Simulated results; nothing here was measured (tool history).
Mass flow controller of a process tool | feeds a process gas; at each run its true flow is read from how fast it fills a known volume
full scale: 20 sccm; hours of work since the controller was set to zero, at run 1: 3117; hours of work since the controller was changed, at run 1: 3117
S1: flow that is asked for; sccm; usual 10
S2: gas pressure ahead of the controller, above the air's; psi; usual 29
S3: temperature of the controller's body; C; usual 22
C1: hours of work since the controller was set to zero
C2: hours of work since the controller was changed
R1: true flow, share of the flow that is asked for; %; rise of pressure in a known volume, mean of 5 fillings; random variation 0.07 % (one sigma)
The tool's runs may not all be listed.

run	hour	S1	S2	S3	C1	C2	R1
1	0	10	29	22	3117	3117	99.25
2	275.4	10	29	22	3218	3218	99.26
3	464.3	7	29	22	3287	3287	98.91
4	669.5	7	29	22	3362	3362	98.94
5	1032.8	10	40.5	22	3496	3496	99.58
6	1261.9	10	33.8	22	3580	3580	99.39
7	1576.1	10	33.8	22	3695	3695	99.37
8	1879.1	10	29	23	3807	3807	99.2
9	2060.8	10	29	23	3874	3874	99.35
10	2215.6	10	29	20	3930	3930	99.56
11	2501.8	10	29	20	4036	4036	99.37
12	2842.9	10	29	20	4161	4161	99.44
13	3142.3	10	29	20	4271	4271	99.45
14	3465.6	10	28.1	22	4390	4390	99.29
15	3756.9	15	29	22	4497	4497	100.11
16	4005	15	29	22	4588	4588	100.07
17	4238.7	15	29	22	4674	4674	100.13
18	4587.5	15	29	22	4802	4802	99.88
19	4954.3	15	29	22	4936	4936	99.94
20	5303.9	10	26	38	5065	5065	98.54
21	5502.4	3	26	28	5138	5138	96.97
22	5703.9	3	26	28	5212	5212	96.92
23	5906.1	12	29	22	5286	5286	99.68
24	6137.6	15	30.6	21	5371	5371	100.04
25	6451.8	18	24.2	27	5487	5487	100.15
26	6748.1	9	39.3	22	5595	5595	99.31
27	7040.3	9	39.3	29	5703	5703	99.14
28	7218.8	10	23.6	28	5768	5768	99.03
29	7412	4	35.7	20	5839	5839	98.05
30	7661	19	29	23	5931	5931	100.63
31	7840	19	29	23	5997	5997	100.39
32	8133.8	4	37.1	35	6104	6104	97.3
33	8313.2	17	25.2	30	6170	6170	99.89
34	8470.6	11	35.5	26	6228	6228	99.55
35	8807	11	35.5	26	6352	6352	99.46
36	9136.1	11	35.5	26	6473	6473	99.6
37	9458.7	11	35.5	26	6591	6591	99.64

5 ways to go on from here, each from the tool as it stands after run 37. What would each give?
A	9659	11	40.3	26	6665	6665	?
B	9659	10	21.9	22	6665	6665	?
C	9659	5	32.5	24	6665	6665	?
D	9659	3	34.7	22	6665	6665	?
E	9659	2	21.6	22	6665	6665	?

run	R1
A	99.65
B	99.28
C	98.21
D	97.12
E	95.36
Without the tool's hidden state the same runs would have given:
run	R1
A	99.41
B	99.11
C	98.87
D	98.89
E	98.51
